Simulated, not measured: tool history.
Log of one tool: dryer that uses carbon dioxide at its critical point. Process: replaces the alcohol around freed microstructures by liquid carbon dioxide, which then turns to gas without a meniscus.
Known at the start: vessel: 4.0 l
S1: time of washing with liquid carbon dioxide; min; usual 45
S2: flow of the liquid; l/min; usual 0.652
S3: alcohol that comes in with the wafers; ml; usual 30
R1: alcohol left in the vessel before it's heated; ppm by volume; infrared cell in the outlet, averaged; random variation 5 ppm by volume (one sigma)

run,hour,S1,S2,S3,R1
1,0.0,45,0.652,30,68
2,9.2,45,0.652,30,66
3,19.6,45,0.652,30,71
4,28.2,45,0.652,30,78
5,33.2,45,0.652,30,75
6,37.8,45,0.652,30,76
7,45.6,45,0.652,30,75
8,52.3,45,0.652,30,68
9,60.6,45,0.453,30,198
10,66.4,45,0.652,30,77
11,71.7,45,0.652,30,72
12,79.1,45,0.652,30,78
13,85.9,45,0.652,30,78
14,96.6,45,0.652,30,81
15,104.3,45,0.652,30,83
16,110.1,45,0.652,51,109
17,117.7,45,0.652,51,109
18,126.0,45,0.652,51,113
19,132.6,45,0.652,51,111
20,137.7,49,0.652,30,80
21,148.5,53,0.470,120,327
22,153.7,53,0.470,120,343
23,164.7,53,0.473,120,335
24,171.7,37,1.049,27,63
25,182.3,71,0.892,66,62
26,192.3,71,0.892,66,67
27,200.4,71,0.892,66,66
28,208.4,71,0.892,66,63
29,219.3,71,0.892,66,73
30,226.1,33,1.068,79,105
31,230.8,45,0.652,34,111
32,237.4,45,0.652,46,137
33,242.5,45,0.652,46,125
34,249.4,45,1.086,20,69
35,255.5,45,1.086,20,77
36,264.9,39,0.652,36,177
37,271.8,39,0.652,36,176
38,277.5,39,0.652,36,175
39,284.0,42,0.901,88,102
40,289.4,51,0.652,83,125

5 ways to go on from here, each from the tool as it stands after run 40. What would each give?
A,297.6,38,0.545,21,?
B,297.6,49,0.784,30,?
C,297.6,51,0.652,36,?
D,297.6,41,0.612,30,?
E,297.6,48,0.569,48,?

run,R1
A,201
B,88
C,107
D,172
E,173
Without the tool's hidden state the same runs would have given:
run,R1
A,72
B,7
C,15
D,54
E,49

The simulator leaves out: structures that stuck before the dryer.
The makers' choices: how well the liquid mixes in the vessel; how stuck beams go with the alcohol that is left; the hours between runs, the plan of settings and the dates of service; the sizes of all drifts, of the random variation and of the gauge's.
